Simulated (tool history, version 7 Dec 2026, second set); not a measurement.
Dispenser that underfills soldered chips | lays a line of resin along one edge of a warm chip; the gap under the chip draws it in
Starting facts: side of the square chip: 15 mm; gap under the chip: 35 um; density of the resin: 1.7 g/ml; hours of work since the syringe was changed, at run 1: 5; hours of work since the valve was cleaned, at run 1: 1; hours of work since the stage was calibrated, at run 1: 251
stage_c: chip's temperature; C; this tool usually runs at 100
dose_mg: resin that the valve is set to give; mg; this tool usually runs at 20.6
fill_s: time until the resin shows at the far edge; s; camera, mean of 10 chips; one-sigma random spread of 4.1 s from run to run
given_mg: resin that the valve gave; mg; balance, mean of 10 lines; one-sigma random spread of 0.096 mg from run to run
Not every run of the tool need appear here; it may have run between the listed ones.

run    day  stage_c  dose_mg  hours of work since the syringe was changed  hours of work since the valve was cleaned  hours of work since the stage was calibrated  fill_s  given_mg
  1  0.000      100     20.6                                            5                                          1                                           251   519.7     20.76
     0.217  -- new syringe of resin
  2  0.321      100     20.6                                            2                                          6                                           256   463.0     20.56
     0.771  -- new syringe of resin
  3  0.808      100     20.6                                            1                                         13                                           263   434.1     20.50
  4  1.238      102     20.6                                            7                                         20                                           270   509.1     20.43
     1.342  -- new syringe of resin
  5  1.471      100     20.6                                            2                                         23                                           273   457.3     20.24
  6  1.825      100     23.8                                            7                                         28                                           278   552.1     23.30
     1.908  -- new syringe of resin
  7  2.083      100     23.8                                            3                                         32                                           282   466.0     23.29
  8  2.371      100     23.8                                            7                                         36                                           286   545.5     23.17
     2.458  -- new syringe of resin
  9  2.617      100     23.8                                            2                                         40                                           290   462.4     23.10
     3.038  -- new syringe of resin
 10  3.083      100     26.2                                            1                                         47                                           297   432.1     25.34
 11  3.479      100     26.2                                            7                                         53                                           303   546.6     25.03
     3.596  -- new syringe of resin
 12  3.792      100     26.2                                            3                                         57                                           307   472.0     25.16
 13  4.050      113     23.2                                            7                                         61                                           311   354.6     21.95
     4.142  -- new syringe of resin
 14  4.450       99     18.3                                            5                                         67                                           317   557.6     17.28
     4.717  -- new syringe of resin
 15  4.821       93     18.5                                            2                                         72                                           322   608.0     17.23
     5.262  -- new syringe of resin
 16  5.262      115     20.4                                            0                                         79                                           329   257.4     19.08
 17  5.600       99     25.4                                            5                                         84                                           334   523.3     23.57
     5.850  -- new syringe of resin
 18  5.942      105     25.3                                            1                                         89                                           339   380.7     23.47
 19  6.362       98     26.1                                            8                                         95                                           345   607.1     24.18
     6.417  -- new syringe of resin
 20  6.917       95     21.1                                            8                                        103                                           353   685.2     19.44
     6.962  -- new syringe of resin
 21  7.283      107     23.8                                            5                                        108                                           359   411.1     21.70

Forecast each of these 3 alternatives for the next run:
     7.529  -- new syringe of resin
  A  7.842      112     17.6                                            5                                        117                                           367       ?         ?
     7.529  -- new syringe of resin
  B  7.842      100     23.2                                            5                                        117                                           367       ?         ?
     7.529  -- new syringe of resin
  C  7.842      111     20.6                                            5                                        117                                           367       ?         ?

run  fill_s  given_mg
  A   377.4     15.87
  B   535.3     20.79
  C   362.7     18.47
With no hidden state in the tool, these same runs would have given:
run  fill_s  given_mg
  A   290.1     17.56
  B   420.3     23.02
  C   283.5     20.44

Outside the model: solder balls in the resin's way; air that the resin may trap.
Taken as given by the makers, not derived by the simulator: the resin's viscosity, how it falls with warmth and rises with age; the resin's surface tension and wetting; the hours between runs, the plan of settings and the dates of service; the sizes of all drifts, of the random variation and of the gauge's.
